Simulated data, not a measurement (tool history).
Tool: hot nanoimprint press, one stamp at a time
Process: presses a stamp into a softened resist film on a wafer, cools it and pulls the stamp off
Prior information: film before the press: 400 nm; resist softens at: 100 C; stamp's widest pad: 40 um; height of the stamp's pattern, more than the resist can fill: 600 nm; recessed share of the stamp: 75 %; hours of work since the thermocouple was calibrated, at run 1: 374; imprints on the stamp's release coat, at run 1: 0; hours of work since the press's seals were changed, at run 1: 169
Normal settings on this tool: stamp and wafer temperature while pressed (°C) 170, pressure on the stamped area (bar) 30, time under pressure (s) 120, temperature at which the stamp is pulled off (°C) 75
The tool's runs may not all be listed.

run     day  stamp and wafer temperature while pressed (°C)  pressure on the stamped area (bar)  time under pressure (s)  temperature at which the stamp is pulled off (°C)  hours of work since the thermocouple was calibrated  imprints on the stamp's release coat  hours of work since the press's seals were changed  resist left under the stamp's widest pad (Å)  greatest force while the stamp is pulled off (N)
  1       0                                             170                                  30                      120                                                 75                                                  374                                     0                                                 169                                          1365                                               216
  2   0.633                                             162                                  30                      120                                                 75                                                  386                                    77                                                 181                                          2012                                               220
  3   1.262                                             162                                  30                      120                                                 75                                                  398                                   154                                                 193                                          1983                                               233
  4   2.196                                             170                                  30                      120                                                 75                                                  416                                   269                                                 211                                          1377                                               213
  5   3.008                                             170                                  30                      120                                                 75                                                  431                                   368                                                 226                                          1352                                               223
  6   3.825                                             170                                  30                      120                                                 75                                                  447                                   468                                                 242                                          1326                                               227
  7   4.829                                             170                                  30                      120                                                 75                                                  466                                   591                                                 261                                          1347                                               233
  8   5.412                                             170                                  30                      120                                                 75                                                  477                                   663                                                 272                                          1328                                               233
  9    6.15                                             170                                  30                      120                                                 75                                                  491                                   753                                                 286                                          1341                                               237
      6.438  -- plate thermocouple calibrated
 10   6.946                                             170                                  30                      120                                                 75                                                   10                                   836                                                 299                                          1470                                               239
 11   7.842                                             160                                  30                      197                                                 70                                                   27                                   945                                                 316                                          1990                                               245
 12   8.933                                             160                                  30                      197                                                 70                                                   48                                  1079                                                 337                                          1985                                               252
 13     9.4                                             160                                  30                      197                                                 70                                                   56                                  1136                                                 346                                          1970                                               261
 14  10.467                                             160                                  30                      197                                                 70                                                   77                                  1267                                                 366                                          1948                                               258
     11.462  -- stamp cleaned and given a new release coat
 15  11.617                                             170                                  30                       72                                                 75                                                   94                                    19                                                 383                                          1763                                               223
 16  12.621                                             170                                  30                      120                                                 76                                                  113                                   142                                                 402                                          1439                                               225
 17  13.692                                             170                                43.6                       89                                                 75                                                  133                                   274                                                 423                                          1332                                               224
 18  14.796                                             170                                43.6                       89                                                 75                                                  154                                   409                                                 444                                          1342                                               219

Consider 4 possible next runs. They are alternatives, not a sequence: every one starts from the tool as it was left by run 18. What does each give?
  A  15.65                                             170                                45.5                       61                                                 75                                                  171                                   513                                                 460                                             ?                                                 ?
  B  15.65                                             170                                21.9                      120                                                 63                                                  171                                   513                                                 460                                             ?                                                 ?
  C  15.65                                             164                                31.5                      177                                                 75                                                  171                                   513                                                 460                                             ?                                                 ?
  D  15.65                                             160                                18.1                       89                                                 75                                                  171                                   513                                                 460                                             ?                                                 ?

run  resist left under the stamp's widest pad (Å)  greatest force while the stamp is pulled off (N)
  A                                          1506                                               234
  B                                          1686                                               256
  C                                          1616                                               218
  D                                          2937                                               224
Stripped of hidden state, with their random variation kept, the same runs would have yielded:
run  resist left under the stamp's widest pad (Å)  greatest force while the stamp is pulled off (N)
  A                                          1549                                               224
  B                                          1745                                               245
  C                                          1675                                               209
  D                                          3009                                               215

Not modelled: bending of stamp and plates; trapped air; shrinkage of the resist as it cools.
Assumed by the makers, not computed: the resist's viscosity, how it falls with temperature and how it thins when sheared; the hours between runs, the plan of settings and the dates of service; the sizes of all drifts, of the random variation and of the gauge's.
